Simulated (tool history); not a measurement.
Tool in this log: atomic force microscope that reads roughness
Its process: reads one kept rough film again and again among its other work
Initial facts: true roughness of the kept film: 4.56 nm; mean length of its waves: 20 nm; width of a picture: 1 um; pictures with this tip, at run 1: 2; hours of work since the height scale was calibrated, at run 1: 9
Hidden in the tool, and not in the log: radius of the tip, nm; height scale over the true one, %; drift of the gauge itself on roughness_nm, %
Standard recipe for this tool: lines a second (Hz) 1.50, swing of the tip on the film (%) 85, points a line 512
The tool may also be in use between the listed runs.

run	hour	lines a second (Hz)	swing of the tip on the film (%)	points a line	pictures with this tip	hours of work since the height scale was calibrated	roughness of the kept film (nm (root mean square))
1	0.0	1.50	85	512	2	9	2.916
2	13.5	1.50	85	512	20	15	2.915
3	24.9	1.50	85	512	34	20	2.895
4	38.3	1.50	85	512	52	26	2.906
5	49.0	1.50	85	512	65	31	2.922
6	64.3	1.50	85	512	85	38	2.899
7	74.3	0.84	85	512	98	42	2.994
8	86.6	1.50	85	512	113	48	2.913
# hour 88.3: new tip fitted
9	99.8	1.50	85	512	15	54	2.939
10	112.8	1.50	85	512	31	59	2.896
11	127.0	1.50	85	512	50	66	2.910
12	133.6	1.50	85	512	58	69	2.919
13	146.7	1.50	85	535	75	74	2.892
14	157.2	1.37	85	512	88	79	2.907
15	165.8	1.37	85	303	99	83	2.856
# hour 178.8: new tip fitted
16	179.1	2.92	85	303	1	89	2.689
17	187.4	3.23	60	521	11	92	2.999
18	200.9	1.50	86	512	29	98	2.902
19	207.8	2.61	85	657	38	101	2.773
20	216.1	2.61	85	657	48	105	2.792
21	224.9	1.50	87	577	60	109	2.870
22	235.7	1.50	87	577	73	114	2.889
23	247.5	0.63	74	468	89	119	3.050
24	260.4	2.70	70	258	105	125	2.837
# hour 268.7: new tip fitted
25	270.7	0.69	85	512	3	129	3.034
26	278.5	2.47	84	1015	13	133	2.833
27	292.3	1.61	85	512	30	139	2.890
28	305.5	2.26	68	512	47	145	2.974
29	315.1	1.50	85	461	60	149	2.885
30	326.6	1.50	85	461	74	154	2.901
31	334.6	1.50	85	461	85	157	2.880
32	349.2	0.90	79	507	103	164	2.991

5 ways to go on from here, each from the tool as it stands after run 32. What would each give?
A	356.8	2.25	60	512	113	167	?
B	356.8	0.90	70	507	113	167	?
C	356.8	0.83	79	507	113	167	?
D	356.8	2.50	81	592	113	167	?
E	356.8	2.32	79	507	113	167	?

run	roughness of the kept film (nm (root mean square))
A	2.987
B	3.050
C	3.011
D	2.830
E	2.851
With the hidden condition removed and each run's random variation left untouched, the same runs would have given:
run	roughness of the kept film (nm (root mean square))
A	3.005
B	3.068
C	3.029
D	2.847
E	2.869

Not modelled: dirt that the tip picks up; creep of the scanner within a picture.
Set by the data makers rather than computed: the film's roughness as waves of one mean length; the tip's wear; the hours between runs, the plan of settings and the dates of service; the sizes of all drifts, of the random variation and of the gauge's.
